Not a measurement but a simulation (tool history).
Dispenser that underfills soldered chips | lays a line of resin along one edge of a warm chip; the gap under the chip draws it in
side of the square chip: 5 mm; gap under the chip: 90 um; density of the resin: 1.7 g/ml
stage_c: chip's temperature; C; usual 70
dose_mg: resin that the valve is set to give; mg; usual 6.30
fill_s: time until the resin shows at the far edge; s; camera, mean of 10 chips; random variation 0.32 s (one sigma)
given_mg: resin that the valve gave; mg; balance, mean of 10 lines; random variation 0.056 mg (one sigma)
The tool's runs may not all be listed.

| run | hour | stage_c | dose_mg | fill_s | given_mg |
|---|---|---|---|---|---|
| 1 | 0.0 | 70 | 6.30 | 15.9 | 6.26 |
|  | 6.2 | new syringe of resin |
| 2 | 14.8 | 70 | 7.19 | 15.8 | 7.04 |
|  | 21.7 | new syringe of resin |
| 3 | 27.5 | 70 | 7.19 | 14.5 | 7.01 |
| 4 | 35.0 | 70 | 6.30 | 17.8 | 6.15 |
|  | 36.7 | new syringe of resin |
| 5 | 50.4 | 70 | 7.99 | 17.4 | 7.97 |
|  | 51.8 | new syringe of resin |
| 6 | 62.6 | 70 | 8.03 | 16.8 | 7.76 |
|  | 67.6 | new syringe of resin |
| 7 | 74.8 | 70 | 6.15 | 15.3 | 6.02 |
|  | 83.3 | new syringe of resin |
| 8 | 88.9 | 70 | 6.15 | 15.1 | 5.94 |
|  | 98.8 | new syringe of resin |
| 9 | 104.0 | 70 | 6.15 | 14.4 | 5.89 |
| 10 | 112.9 | 70 | 6.15 | 18.6 | 5.89 |
|  | 114.2 | new syringe of resin |
| 11 | 123.9 | 70 | 6.30 | 16.4 | 6.09 |
|  | 129.7 | new syringe of resin |
| 12 | 133.0 | 70 | 7.00 | 13.6 | 6.67 |
|  | 144.9 | new syringe of resin |
| 13 | 147.8 | 70 | 7.00 | 13.5 | 6.57 |
| 14 | 156.2 | 70 | 6.08 | 17.6 | 5.69 |
|  | 160.6 | new syringe of resin |
| 15 | 165.2 | 70 | 6.08 | 15.0 | 5.81 |
|  | 172.7 | dispensing valve cleaned and set on the balance |
|  | 177.2 | new syringe of resin |
| 16 | 180.4 | 70 | 6.08 | 14.2 | 6.12 |
|  | 192.8 | new syringe of resin |
| 17 | 195.4 | 70 | 6.08 | 14.0 | 6.00 |
| 18 | 202.9 | 70 | 6.08 | 17.6 | 5.97 |
|  | 208.9 | new syringe of resin |
| 19 | 211.5 | 78 | 5.74 | 9.5 | 5.74 |
| 20 | 219.7 | 78 | 5.74 | 11.3 | 5.70 |
|  | 224.7 | new syringe of resin |
| 21 | 232.4 | 70 | 6.55 | 16.5 | 6.44 |
|  | 240.2 | new syringe of resin |
| 22 | 247.3 | 65 | 5.90 | 21.5 | 5.81 |
|  | 255.4 | new syringe of resin |
| 23 | 256.9 | 80 | 7.63 | 7.9 | 7.28 |
|  | 271.3 | new syringe of resin |
| 24 | 273.2 | 74 | 8.18 | 11.3 | 7.97 |
| 25 | 283.6 | 74 | 8.18 | 15.0 | 7.90 |
|  | 286.7 | new syringe of resin |
| 26 | 294.4 | 77 | 5.42 | 11.6 | 5.29 |
|  | 301.7 | new syringe of resin |
| 27 | 308.8 | 77 | 5.42 | 12.1 | 5.22 |
|  | 316.6 | new syringe of resin |
| 28 | 321.3 | 57 | 7.73 | 31.9 | 7.29 |
| 29 | 329.5 | 69 | 6.83 | 19.5 | 6.58 |
|  | 332.8 | new syringe of resin |
| 30 | 340.4 | 79 | 7.40 | 10.2 | 7.12 |
|  | 348.1 | new syringe of resin |
| 31 | 355.6 | 74 | 6.43 | 13.1 | 6.00 |
|  | 363.6 | new syringe of resin |
| 32 | 367.3 | 78 | 6.62 | 9.6 | 6.23 |
|  | 378.6 | new syringe of resin |
| 33 | 380.0 | 63 | 5.52 | 22.4 | 5.14 |
|  | 384.0 | dispensing valve cleaned and set on the balance |
| 34 | 393.8 | 69 | 7.40 | 21.0 | 7.38 |

The next listed run, before its measurement:
|  | 395.5 | new syringe of resin |
| 35 | 402.7 | 78 | 5.64 | ? | ? |

fill_s: 10.5 s
given_mg: 5.58 mg
Without the tool's hidden state the same run would have given fill_s 7.0 s, given_mg 5.62 mg.

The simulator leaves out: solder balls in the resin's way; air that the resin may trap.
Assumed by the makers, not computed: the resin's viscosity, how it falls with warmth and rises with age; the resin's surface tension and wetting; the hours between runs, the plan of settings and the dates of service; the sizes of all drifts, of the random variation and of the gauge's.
